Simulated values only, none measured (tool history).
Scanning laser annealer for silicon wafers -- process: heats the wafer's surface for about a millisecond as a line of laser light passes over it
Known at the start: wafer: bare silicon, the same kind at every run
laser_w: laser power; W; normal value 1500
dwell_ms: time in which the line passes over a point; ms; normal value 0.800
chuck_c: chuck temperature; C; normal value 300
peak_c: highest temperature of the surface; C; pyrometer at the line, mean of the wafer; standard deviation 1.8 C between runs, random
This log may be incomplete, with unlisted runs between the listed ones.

run,hour,laser_w,dwell_ms,chuck_c,peak_c
1,0.0,1500,0.800,300,1028
2,17.9,1500,0.800,300,1031
3,48.4,1500,0.800,300,1034
4,77.3,1500,0.800,300,1031
5,98.5,1500,0.800,300,1031
6,114.1,1500,0.800,300,1031
7,135.3,1500,0.800,265,996
8,153.4,1500,0.800,265,999
9,174.7,1500,0.800,265,997
10,207.8,1500,0.800,265,997
11,235.0,1500,0.800,265,995
12,263.1,1500,0.800,265,999
13,284.8,1500,0.800,265,996
14,314.6,1500,0.800,265,997
15,329.6,1532,0.800,300,1049
16,362.3,1292,0.800,271,898
17,391.2,1503,0.800,265,997
18,414.2,1389,0.604,272,850
19,434.8,1500,0.800,264,994
20,471.3,1470,0.581,293,896
21,497.7,1413,0.800,334,1019
22,514.5,1413,0.800,334,1019
23,551.4,1453,0.610,322,932
24,573.3,1324,0.800,300,940
25,594.7,1324,0.800,300,938
26,613.3,1324,0.800,323,965
27,632.5,1500,0.800,267,1001
28,654.1,1569,0.907,300,1122
29,683.8,1569,0.907,300,1121

Consider 3 possible next runs. They are alternatives, not a sequence: every one starts from the tool as it was left by run 29. What does each give?
A,704.3,1430,0.720,285,?
B,704.3,1338,0.656,300,?
C,704.3,1500,0.800,268,?

run,peak_c
A,942
B,882
C,999
With no hidden state in the tool, these same runs would have given:
run,peak_c
A,943
B,882
C,1000
